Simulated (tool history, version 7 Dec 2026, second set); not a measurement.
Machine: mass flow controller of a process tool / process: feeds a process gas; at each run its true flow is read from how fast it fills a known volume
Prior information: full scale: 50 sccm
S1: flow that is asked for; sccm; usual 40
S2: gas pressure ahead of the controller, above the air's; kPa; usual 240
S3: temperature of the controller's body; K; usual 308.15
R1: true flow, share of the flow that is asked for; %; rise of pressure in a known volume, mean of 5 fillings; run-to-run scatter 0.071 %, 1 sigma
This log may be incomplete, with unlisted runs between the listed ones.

run,hour,S1,S2,S3,R1
1,0,40,240,308.15,100.14
2,392.4,40,240,308.15,100.34
3,850.6,40,177,308.15,100.43
4,1331.2,40,177,308.15,100.42
5,1548,25,240,308.15,99.36
6,1798.4,40,240,308.15,100.39
7,2239.4,40,234,308.15,100.43
8,2541.2,40,234,308.15,100.36
9,2779.2,40,234,308.15,100.33
10,3141.1,40,234,308.15,100.51
11,3655.8,40,240,299.15,99.81
12,3922.6,40,240,299.15,99.78
13,4422.4,40,240,299.15,99.91
14,4794.1,40,240,299.15,100.04
15,5109.2,40,240,299.15,99.98
16,5538.6,40,240,299.15,100.16
17,5885.9,40,240,299.15,100.02
18,6136.1,40,240,299.15,100.02
19,6451.6,40,240,299.15,100.31
20,6747.9,40,240,299.15,100.23
21,7201.4,40,240,299.15,100.3
22,7443.7,40,240,299.15,100.13
23,7843.9,24,240,308.15,99.91
24,8185.6,24,240,308.15,99.93
25,8580.2,24,240,308.15,100.24
26,9094.9,24,240,308.15,100.16
27,9387.7,38,267,299.15,100.24
28,9842.4,38,267,299.15,100.33
29,10345.3,7,150,308.15,99.29
30,10564.6,6,227,308.15,99.09
31,10869.1,40,227,298.15,100.64
32,11175.6,29,237,302.15,100.29
33,11629.7,5,204,294.15,98.08
34,12009.3,40,178,301.15,101.08
# hour 12045.6: gauge calibrated
35,12465.8,19,178,305.15,98.83
36,12893,19,178,305.15,98.65
37,13214,19,178,305.15,98.76
38,13522,14,235,305.15,98.41
39,13864,14,235,305.15,98.34
40,14211,14,235,305.15,98.41
# hour 14332.4: controller's zero set anew
41,14484.6,19,166,300.15,98.37
42,14772.6,44,259,312.15,101.1
43,15241.8,40,217,308.15,100.54
44,15688.7,40,217,308.15,100.64
45,16199.8,40,240,308.15,100.7
46,16562.9,16,240,296.15,98.03
47,16788.1,8,257,312.15,98.9
# hour 16917.5: gauge calibrated
48,17184.8,8,202,301.15,97.41
49,17571.2,32,225,298.15,98.84

Hidden state or all else? Some run-to-run changes of R1, split into what the settings, what came in and random variation would give without the hidden state, and what is left for the hidden state (with any gauge scatter that isn't in both results):
The hidden state here: flow at rest that the sensor doesn't see, % of full scale; true flow over the shown one, %; drift of the gauge itself on true_pct, %.
Run 33 -> 34: S1 5 -> 40, S2 204 -> 178, S3 294.15 -> 301.15. R1 +3 %: hidden state +0.07, all else +2.93.
Run 34 -> 35: S1 40 -> 19, S3 301.15 -> 305.15, gauge calibrated. R1 -2.25 %: hidden state -1.4, all else -0.85.
Run 41 -> 42: S1 19 -> 44, S2 166 -> 259, S3 300.15 -> 312.15. R1 +2.73 %: hidden state +0.04, all else +2.69.
Run 45 -> 46: S1 40 -> 16, S3 308.15 -> 296.15. R1 -2.67 %: hidden state +0.03, all else -2.7.
Run 47 -> 48: S2 257 -> 202, S3 312.15 -> 301.15, gauge calibrated. R1 -1.49 %: hidden state -0.54, all else -0.95.
